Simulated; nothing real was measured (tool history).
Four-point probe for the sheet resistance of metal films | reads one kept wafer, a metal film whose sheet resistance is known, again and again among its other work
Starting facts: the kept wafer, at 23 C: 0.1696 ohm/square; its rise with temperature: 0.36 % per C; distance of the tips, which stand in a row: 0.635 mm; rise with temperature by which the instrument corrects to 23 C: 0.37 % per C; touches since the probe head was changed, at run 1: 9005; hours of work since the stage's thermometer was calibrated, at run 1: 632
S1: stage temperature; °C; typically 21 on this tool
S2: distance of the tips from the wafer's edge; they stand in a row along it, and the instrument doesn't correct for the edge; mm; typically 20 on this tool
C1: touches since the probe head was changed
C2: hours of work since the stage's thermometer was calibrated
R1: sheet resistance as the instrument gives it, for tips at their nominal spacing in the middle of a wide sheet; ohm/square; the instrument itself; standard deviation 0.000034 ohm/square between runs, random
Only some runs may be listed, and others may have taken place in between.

run 1 hour=0 | S1=21 S2=20 | C1=9005 C2=632 | R1=0.169449
run 2 hour=13 | S1=22 S2=20 | C1=9276 C2=639 | R1=0.169408
run 3 hour=31.3 | S1=20 S2=20 | C1=9659 C2=650 | R1=0.169424
run 4 hour=40.9 | S1=21 S2=20 | C1=9859 C2=655 | R1=0.169487
run 5 hour=62.5 | S1=21 S2=20 | C1=10310 C2=668 | R1=0.169498
run 6 hour=79 | S1=21 S2=20 | C1=10657 C2=677 | R1=0.169462
run 7 hour=100 | S1=21 S2=21 | C1=11095 C2=689 | R1=0.169476
run 8 hour=113.9 | S1=21 S2=12 | C1=11384 C2=697 | R1=0.16967
run 9 hour=129.5 | S1=21 S2=20 | C1=11710 C2=706 | R1=0.169512
run 10 hour=146.6 | S1=21 S2=20 | C1=12068 C2=716 | R1=0.169545
run 11 hour=165.7 | S1=21 S2=35 | C1=12467 C2=727 | R1=0.169487
run 12 hour=185.8 | S1=21 S2=4 | C1=12886 C2=738 | R1=0.1717
run 13 hour=204.7 | S1=21 S2=4 | C1=13280 C2=749 | R1=0.171744
run 14 hour=217.7 | S1=21 S2=4 | C1=13553 C2=757 | R1=0.171727
run 15 hour=236.2 | S1=21 S2=4 | C1=13939 C2=767 | R1=0.171727
run 16 hour=257.2 | S1=20 S2=4 | C1=14377 C2=779 | R1=0.171718
run 17 hour=267.4 | S1=21 S2=20 | C1=14591 C2=785 | R1=0.169453
run 18 hour=284.4 | S1=21 S2=20 | C1=14946 C2=795 | R1=0.169486
run 19 hour=301.3 | S1=26 S2=20 | C1=15300 C2=805 | R1=0.169493
run 20 hour=314.7 | S1=26 S2=20 | C1=15579 C2=812 | R1=0.169458
run 21 hour=333.1 | S1=21 S2=20 | C1=15963 C2=823 | R1=0.169549
run 22 hour=349.7 | S1=21 S2=20 | C1=16311 C2=832 | R1=0.169555
run 23 hour=360.1 | S1=21 S2=20 | C1=16528 C2=838 | R1=0.16956
run 24 hour=384 | S1=21 S2=16 | C1=17026 C2=852 | R1=0.16961
run 25 hour=402.1 | S1=18 S2=56 | C1=17406 C2=862 | R1=0.169518
run 26 hour=425.9 | S1=18 S2=56 | C1=17903 C2=876 | R1=0.169469
run 27 hour=438.8 | S1=29 S2=41 | C1=18172 C2=883 | R1=0.169384
run 28 hour=462 | S1=23 S2=45 | C1=18655 C2=897 | R1=0.169471
run 29 hour=472.5 | S1=22 S2=69 | C1=18876 C2=903 | R1=0.169535
run 30 hour=491.6 | S1=20 S2=20 | C1=19275 C2=914 | R1=0.169645
run 31 hour=513.5 | S1=21 S2=3 | C1=19732 C2=926 | R1=0.173426
run 32 hour=529 | S1=30 S2=5 | C1=20055 C2=935 | R1=0.170801
run 33 hour=540.6 | S1=30 S2=5 | C1=20298 C2=942 | R1=0.170921
run 34 hour=557.7 | S1=21 S2=4 | C1=20655 C2=952 | R1=0.171827
run 35 hour=574.8 | S1=21 S2=4 | C1=21013 C2=962 | R1=0.171826
run 36 hour=591.1 | S1=21 S2=4 | C1=21354 C2=971 | R1=0.17174
run 37 hour=607.1 | S1=21 S2=4 | C1=21686 C2=980 | R1=0.171767
run 38 hour=627.9 | S1=30 S2=21 | C1=22121 C2=992 | R1=0.169455
run 39 hour=642.8 | S1=21 S2=22 | C1=22433 C2=1000 | R1=0.169621
run 40 hour=658.3 | S1=23 S2=3 | C1=22756 C2=1009 | R1=0.173548
run 41 hour=677 | S1=32 S2=27 | C1=23148 C2=1020 | R1=0.16945
run 42 hour=688.5 | S1=19 S2=9 | C1=23388 C2=1027 | R1=0.170059
run 43 hour=701.1 | S1=25 S2=16 | C1=23651 C2=1034 | R1=0.169666
run 44 hour=716.4 | S1=25 S2=16 | C1=23971 C2=1043 | R1=0.169655
run 45 hour=739.8 | S1=25 S2=16 | C1=24459 C2=1056 | R1=0.16968

Hidden state or all else? Some run-to-run changes of R1, split into what the settings, what came in and random variation would give without the hidden state, and what is left for the hidden state (with any gauge scatter that isn't in both results):
The hidden state here: inner tips' distance over the nominal, %; tips' flats over new ones', %; wafer's true temperature over the reading, C; drift of the gauge itself on sheet_ohm, %.
Run 27 -> 28: S1 29 -> 23, S2 41 -> 45. R1 +0.000087 ohm/square: hidden state +0.00001, all else +0.000077.
Run 30 -> 31: S1 20 -> 21, S2 20 -> 3. R1 +0.003781 ohm/square: hidden state +0.000004, all else +0.003777.
Run 33 -> 34: S1 30 -> 21, S2 5 -> 4. R1 +0.000906 ohm/square: hidden state +0.000009, all else +0.000897.
Run 39 -> 40: S1 21 -> 23, S2 22 -> 3. R1 +0.003927 ohm/square: hidden state +0.000003, all else +0.003924.
Run 40 -> 41: S1 23 -> 32, S2 3 -> 27. R1 -0.004098 ohm/square: hidden state +0.000001, all else -0.004099.
Run 41 -> 42: S1 32 -> 19, S2 27 -> 9. R1 +0.000609 ohm/square: hidden state +0.000012, all else +0.000597.
